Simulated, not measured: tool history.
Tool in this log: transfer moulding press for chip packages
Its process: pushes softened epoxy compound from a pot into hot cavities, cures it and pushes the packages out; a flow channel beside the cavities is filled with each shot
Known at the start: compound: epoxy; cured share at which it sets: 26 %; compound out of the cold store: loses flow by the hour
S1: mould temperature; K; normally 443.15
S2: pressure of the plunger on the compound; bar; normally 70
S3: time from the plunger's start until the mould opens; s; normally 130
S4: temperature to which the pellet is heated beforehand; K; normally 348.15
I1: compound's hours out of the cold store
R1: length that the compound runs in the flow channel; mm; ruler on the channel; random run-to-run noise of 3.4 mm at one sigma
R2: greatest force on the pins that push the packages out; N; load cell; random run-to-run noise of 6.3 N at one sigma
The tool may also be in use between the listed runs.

{"run": 1, "hour": 0.0, "S1": 443.15, "S2": 70, "S3": 130, "S4": 348.15, "I1": 45.6, "R1": 478, "R2": 249}
{"run": 2, "hour": 25.4, "S1": 443.15, "S2": 70, "S3": 130, "S4": 348.15, "I1": 31.5, "R1": 499, "R2": 333}
{"run": 3, "hour": 57.0, "S1": 443.15, "S2": 58.7, "S3": 130, "S4": 348.15, "I1": 11.1, "R1": 497, "R2": 404}
{"hour": 69.8, "done": "cavities cleaned with cleaning compound and waxed"}
{"run": 4, "hour": 86.6, "S1": 443.15, "S2": 73.7, "S3": 130, "S4": 348.15, "I1": 12.9, "R1": 551, "R2": 311}
{"run": 5, "hour": 118.2, "S1": 443.15, "S2": 73.7, "S3": 130, "S4": 348.15, "I1": 12.5, "R1": 551, "R2": 378}
{"hour": 138.0, "done": "cavities cleaned with cleaning compound and waxed"}
{"run": 6, "hour": 138.9, "S1": 443.15, "S2": 73.7, "S3": 130, "S4": 348.15, "I1": 20.4, "R1": 534, "R2": 265}
{"run": 7, "hour": 162.0, "S1": 443.15, "S2": 73.7, "S3": 130, "S4": 348.15, "I1": 37, "R1": 489, "R2": 321}
{"run": 8, "hour": 175.2, "S1": 437.15, "S2": 70, "S3": 130, "S4": 348.15, "I1": 8.1, "R1": 558, "R2": 505}
{"run": 9, "hour": 195.5, "S1": 437.15, "S2": 70, "S3": 130, "S4": 348.15, "I1": 15.2, "R1": 539, "R2": 557}
{"hour": 206.3, "done": "cavities cleaned with cleaning compound and waxed"}
{"run": 10, "hour": 223.1, "S1": 436.15, "S2": 70, "S3": 130, "S4": 348.15, "I1": 11.6, "R1": 543, "R2": 510}
{"run": 11, "hour": 255.0, "S1": 436.15, "S2": 70, "S3": 130, "S4": 348.15, "I1": 31, "R1": 502, "R2": 558}
{"hour": 274.6, "done": "cavities cleaned with cleaning compound and waxed"}
{"run": 12, "hour": 287.9, "S1": 436.15, "S2": 70, "S3": 130, "S4": 348.15, "I1": 31.8, "R1": 492, "R2": 448}
{"run": 13, "hour": 308.2, "S1": 443.15, "S2": 70, "S3": 130, "S4": 344.15, "I1": 45.5, "R1": 447, "R2": 345}
{"hour": 332.7, "done": "plunger's sealing rings changed"}
{"hour": 337.2, "done": "mould's thermocouples calibrated"}
{"run": 14, "hour": 337.2, "S1": 447.15, "S2": 65.6, "S3": 130, "S4": 344.15, "I1": 8.5, "R1": 533, "R2": 370}
{"hour": 347.8, "done": "cavities cleaned with cleaning compound and waxed"}
{"run": 15, "hour": 361.9, "S1": 447.15, "S2": 65.6, "S3": 130, "S4": 344.15, "I1": 18.9, "R1": 507, "R2": 277}
{"run": 16, "hour": 390.5, "S1": 447.15, "S2": 65.6, "S3": 130, "S4": 344.15, "I1": 30.4, "R1": 489, "R2": 340}
{"hour": 416.0, "done": "cavities cleaned with cleaning compound and waxed"}
{"run": 17, "hour": 421.4, "S1": 438.15, "S2": 79.1, "S3": 130, "S4": 348.15, "I1": 25.9, "R1": 567, "R2": 330}
{"run": 18, "hour": 447.4, "S1": 438.15, "S2": 77.5, "S3": 117, "S4": 350.15, "I1": 13.7, "R1": 594, "R2": 526}
{"run": 19, "hour": 464.4, "S1": 449.15, "S2": 63.1, "S3": 130, "S4": 349.15, "I1": 20.1, "R1": 485, "R2": 331}
{"run": 20, "hour": 481.7, "S1": 441.15, "S2": 52, "S3": 125, "S4": 351.15, "I1": 16.6, "R1": 460, "R2": 426}
{"hour": 485.7, "done": "cavities cleaned with cleaning compound and waxed"}
{"run": 21, "hour": 508.5, "S1": 441.15, "S2": 70, "S3": 130, "S4": 348.15, "I1": 40.2, "R1": 492, "R2": 344}
{"run": 22, "hour": 536.8, "S1": 436.15, "S2": 70, "S3": 157, "S4": 348.15, "I1": 13.7, "R1": 556, "R2": 406}
{"hour": 554.9, "done": "cavities cleaned with cleaning compound and waxed"}
{"run": 23, "hour": 559.4, "S1": 436.15, "S2": 70, "S3": 157, "S4": 348.15, "I1": 31.8, "R1": 519, "R2": 290}
{"run": 24, "hour": 583.9, "S1": 436.15, "S2": 70, "S3": 157, "S4": 348.15, "I1": 27.7, "R1": 520, "R2": 388}

Measured result minus the same run's result without the hidden state. Both carry the same run-to-run variation, though not necessarily the same gauge scatter:
Hidden state present: true mould temperature over the reading, C; pressure that reaches the compound, % of what is set; grip of the stained cavities, % over clean ones'; drift of the gauge itself on flow_mm, %; drift of the gauge itself on push_out_n, %.
run=1 R1=-9 R2=+6
run=2 R1=-13 R2=+84
run=3 R1=-16 R2=+146
run=4 R1=-22 R2=+67
run=5 R1=-27 R2=+133
run=6 R1=-28 R2=+15
run=7 R1=-30 R2=+83
run=8 R1=-35 R2=+179
run=9 R1=-36 R2=+223
run=10 R1=-41 R2=+138
run=11 R1=-42 R2=+219
run=12 R1=-45 R2=+110
run=13 R1=-44 R2=+109
run=14 R1=+0 R2=+131
run=15 R1=-2 R2=+51
run=16 R1=-6 R2=+111
run=17 R1=-10 R2=+34
run=18 R1=-14 R2=+150
run=19 R1=-14 R2=+111
run=20 R1=-15 R2=+162
run=21 R1=-19 R2=+85
run=22 R1=-26 R2=+145
run=23 R1=-27 R2=+28
run=24 R1=-30 R2=+110
